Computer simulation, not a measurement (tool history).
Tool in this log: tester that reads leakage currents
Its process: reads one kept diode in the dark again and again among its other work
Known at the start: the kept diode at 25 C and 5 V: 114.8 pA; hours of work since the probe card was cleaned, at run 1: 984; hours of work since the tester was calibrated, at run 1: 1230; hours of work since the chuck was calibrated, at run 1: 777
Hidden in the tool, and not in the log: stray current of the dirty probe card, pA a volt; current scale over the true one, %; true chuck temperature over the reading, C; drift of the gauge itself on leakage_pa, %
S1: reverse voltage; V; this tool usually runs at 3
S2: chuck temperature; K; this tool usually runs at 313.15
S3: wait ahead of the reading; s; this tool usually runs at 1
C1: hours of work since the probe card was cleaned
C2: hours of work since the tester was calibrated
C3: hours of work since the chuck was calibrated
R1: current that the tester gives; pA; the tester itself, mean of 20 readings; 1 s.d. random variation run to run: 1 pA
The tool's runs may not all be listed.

run 1 hour=0 | S1=3 S2=313.15 S3=1 | C1=984 C2=1230 C3=777 | R1=365.06
run 2 hour=88.9 | S1=3.77 S2=313.15 S3=1 | C1=1027 C2=1273 C3=820 | R1=403.62
run 3 hour=178 | S1=3.77 S2=313.15 S3=1 | C1=1070 C2=1316 C3=863 | R1=407.03
run 4 hour=240 | S1=1.95 S2=313.15 S3=1 | C1=1100 C2=1346 C3=893 | R1=306.61
run 5 hour=279.7 | S1=3 S2=313.15 S3=1 | C1=1119 C2=1366 C3=913 | R1=369.71
run 6 hour=341.6 | S1=15.83 S2=313.15 S3=1 | C1=1149 C2=1396 C3=943 | R1=769.86
run 7 hour=420.1 | S1=15.83 S2=313.15 S3=1 | C1=1187 C2=1434 C3=981 | R1=772.95
run 8 hour=465.2 | S1=1.08 S2=313.15 S3=1 | C1=1209 C2=1456 C3=1003 | R1=238.54
run 9 hour=526.2 | S1=1.08 S2=313.15 S3=1 | C1=1238 C2=1485 C3=1032 | R1=240.85
run 10 hour=596.2 | S1=1.08 S2=313.15 S3=1 | C1=1272 C2=1519 C3=1066 | R1=241.5
run 11 hour=661.5 | S1=1.08 S2=313.15 S3=1 | C1=1304 C2=1551 C3=1098 | R1=241.97
run 12 hour=751.6 | S1=1.08 S2=313.15 S3=1 | C1=1348 C2=1594 C3=1141 | R1=242.41
run 13 hour=802.7 | S1=1.08 S2=313.15 S3=1 | C1=1373 C2=1619 C3=1166 | R1=244.09
run 14 hour=895.3 | S1=9.92 S2=313.15 S3=1 | C1=1417 C2=1664 C3=1211 | R1=646.15
run 15 hour=948.9 | S1=9.92 S2=313.15 S3=1 | C1=1443 C2=1690 C3=1237 | R1=647.53
-- hour=978.5 probe card cleaned and baked
run 16 hour=1019.8 | S1=3 S2=313.15 S3=1 | C1=20 C2=1723 C3=1270 | R1=379.97
run 17 hour=1113.6 | S1=15.26 S2=313.15 S3=1 | C1=65 C2=1768 C3=1315 | R1=778.8
run 18 hour=1193.1 | S1=15.26 S2=313.15 S3=1 | C1=104 C2=1807 C3=1354 | R1=779.46
run 19 hour=1234.6 | S1=15.26 S2=313.15 S3=1 | C1=124 C2=1827 C3=1374 | R1=778.71
run 20 hour=1276.6 | S1=3 S2=304.15 S3=1 | C1=144 C2=1847 C3=1394 | R1=182.19
run 21 hour=1337.7 | S1=3 S2=304.15 S3=1 | C1=174 C2=1877 C3=1424 | R1=183.04
run 22 hour=1429.7 | S1=3 S2=304.15 S3=1 | C1=219 C2=1921 C3=1468 | R1=183.24
run 23 hour=1492.9 | S1=3 S2=304.15 S3=1 | C1=249 C2=1952 C3=1499 | R1=184.74
-- hour=1549.1 chuck's temperature calibrated
run 24 hour=1554.8 | S1=11.59 S2=307.15 S3=0.58 | C1=278 C2=1981 C3=3 | R1=380.28
run 25 hour=1615.8 | S1=3 S2=299.15 S3=1.82 | C1=308 C2=2011 C3=32 | R1=104.39
run 26 hour=1684 | S1=3 S2=294.15 S3=0.37 | C1=341 C2=2044 C3=65 | R1=69.3
run 27 hour=1766.2 | S1=3 S2=294.15 S3=0.37 | C1=381 C2=2084 C3=105 | R1=69.5
run 28 hour=1860.3 | S1=6.81 S2=297.15 S3=0.37 | C1=426 C2=2129 C3=151 | R1=132.99
run 29 hour=1900.1 | S1=10.73 S2=313.15 S3=1.49 | C1=446 C2=2148 C3=170 | R1=610.4
run 30 hour=1959.5 | S1=10.73 S2=313.15 S3=1.49 | C1=474 C2=2177 C3=199 | R1=612.67
run 31 hour=2029.3 | S1=3 S2=313.15 S3=2.38 | C1=508 C2=2211 C3=233 | R1=351.14
run 32 hour=2109.3 | S1=3 S2=313.15 S3=2.38 | C1=547 C2=2250 C3=271 | R1=354.49
run 33 hour=2192.5 | S1=1.84 S2=313.15 S3=1 | C1=587 C2=2290 C3=312 | R1=288.74
run 34 hour=2261.7 | S1=1.84 S2=313.15 S3=1 | C1=621 C2=2324 C3=345 | R1=289.68
run 35 hour=2325.8 | S1=1.84 S2=301.15 S3=2.85 | C1=652 C2=2355 C3=376 | R1=104.88
run 36 hour=2410.2 | S1=13.27 S2=324.15 S3=5.08 | C1=693 C2=2396 C3=417 | R1=1626.97
run 37 hour=2481.5 | S1=9.03 S2=324.15 S3=0.48 | C1=727 C2=2430 C3=452 | R1=1384.12
run 38 hour=2547.3 | S1=3 S2=295.15 S3=4.88 | C1=759 C2=2462 C3=484 | R1=77.25
run 39 hour=2608.2 | S1=3 S2=299.15 S3=1 | C1=789 C2=2492 C3=513 | R1=112.05

Below, some changes in R1 between adjacent runs. For each, the amount present without the hidden state too (settings, incoming material, random variation) and the amount remaining for the hidden state with gauge scatter not shared by both compared results:
Run 19 -> 20: S1 15.26 -> 3, S2 313.15 -> 304.15. R1 -596.52 pA: hidden state -74.37, all else -522.15.
Run 35 -> 36: S1 1.84 -> 13.27, S2 301.15 -> 324.15, S3 2.85 -> 5.08. R1 +1522.09 pA: hidden state +90.83, all else +1431.26.
Run 37 -> 38: S1 9.03 -> 3, S2 324.15 -> 295.15, S3 0.48 -> 4.88. R1 -1306.87 pA: hidden state -79.14, all else -1227.73.

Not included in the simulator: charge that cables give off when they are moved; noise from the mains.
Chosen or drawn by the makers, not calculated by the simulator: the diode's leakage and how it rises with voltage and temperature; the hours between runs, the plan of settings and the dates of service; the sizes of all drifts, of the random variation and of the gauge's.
